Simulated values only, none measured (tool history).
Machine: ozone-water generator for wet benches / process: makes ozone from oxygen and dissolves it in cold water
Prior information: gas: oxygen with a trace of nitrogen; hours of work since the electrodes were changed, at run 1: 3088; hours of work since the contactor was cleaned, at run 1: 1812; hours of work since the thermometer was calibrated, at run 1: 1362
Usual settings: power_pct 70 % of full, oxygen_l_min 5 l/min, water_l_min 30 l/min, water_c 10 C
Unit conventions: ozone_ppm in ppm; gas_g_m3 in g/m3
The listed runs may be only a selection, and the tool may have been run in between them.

run,hour,power_pct,oxygen_l_min,water_l_min,water_c,hours of work since the electrodes were changed,hours of work since the contactor was cleaned,hours of work since the thermometer was calibrated,ozone_ppm,gas_g_m3
1,0,70,5,30,10,3088,1812,1362,16.9,167.3
2,70.1,70,5,24,10,3154,1878,1429,20.3,167.6
3,134.4,70,5,24,10,3215,1940,1490,20.8,164.9
4,274.9,70,5,24,10,3349,2073,1624,20.4,165.9
5,412.5,70,5,24,10,3480,2204,1754,20.1,164.8
6,480.5,70,5,24,10,3544,2268,1819,20.1,165.3
7,584.3,70,5,30,10,3643,2367,1918,16.4,165.9
8,735.9,70,5,30,10,3787,2511,2062,16.4,163.8
9,883.2,70,5,30,10,3927,2651,2202,16,164.4
10,989.1,70,3.23,30,10,4028,2752,2302,15.3,212.7
11,1059.3,70,3.23,30,10,4094,2818,2369,15.2,210.8
12,1178.6,70,3.23,30,10,4208,2932,2482,15.2,210.1
13,1300.4,70,5,32,9,4323,3048,2598,15,159.9
14,1426.1,70,5,32,9,4443,3167,2717,14.9,159.2
15,1565.2,70,5,32,9,4575,3299,2850,14.9,159.2
16,1669.4,66,5,30,6,4674,3398,2949,16,152.3
17,1750.8,85,4.58,20,10,4751,3475,3026,25,184.4
18,1828,57,7.22,37,9,4825,3549,3099,11.4,112.5
19,1947.6,70,5,28,17,4938,3663,3213,15.2,155.3
20,2074.8,70,5,28,17,5059,3783,3334,15.1,156.8
21,2190.3,70,5,30,7,5169,3893,3444,15.8,154.6
22,2308.7,70,5,30,7,5282,4006,3556,15.7,153.8
23,2371.8,70,5,30,7,5342,4066,3616,15.4,155.2
24,2508,87,5,30,10,5471,4195,3746,17,172.2

Consider 3 possible next runs. They are alternatives, not a sequence: every one starts from the tool as it was left by run 24. What does each give?
A,2655.6,90,5,27,10,5611,4335,3886,?,?
B,2655.6,70,4.3,19,10,5611,4335,3886,?,?
C,2655.6,70,5,30,13,5611,4335,3886,?,?

run,ozone_ppm,gas_g_m3
A,19.1,175
B,22.7,167
C,14.5,152.6
The same runs, with their run-to-run variation unchanged, on a tool lacking any hidden condition would have given:
run,ozone_ppm,gas_g_m3
A,24.8,219.7
B,28.2,203.1
C,18.4,185.7

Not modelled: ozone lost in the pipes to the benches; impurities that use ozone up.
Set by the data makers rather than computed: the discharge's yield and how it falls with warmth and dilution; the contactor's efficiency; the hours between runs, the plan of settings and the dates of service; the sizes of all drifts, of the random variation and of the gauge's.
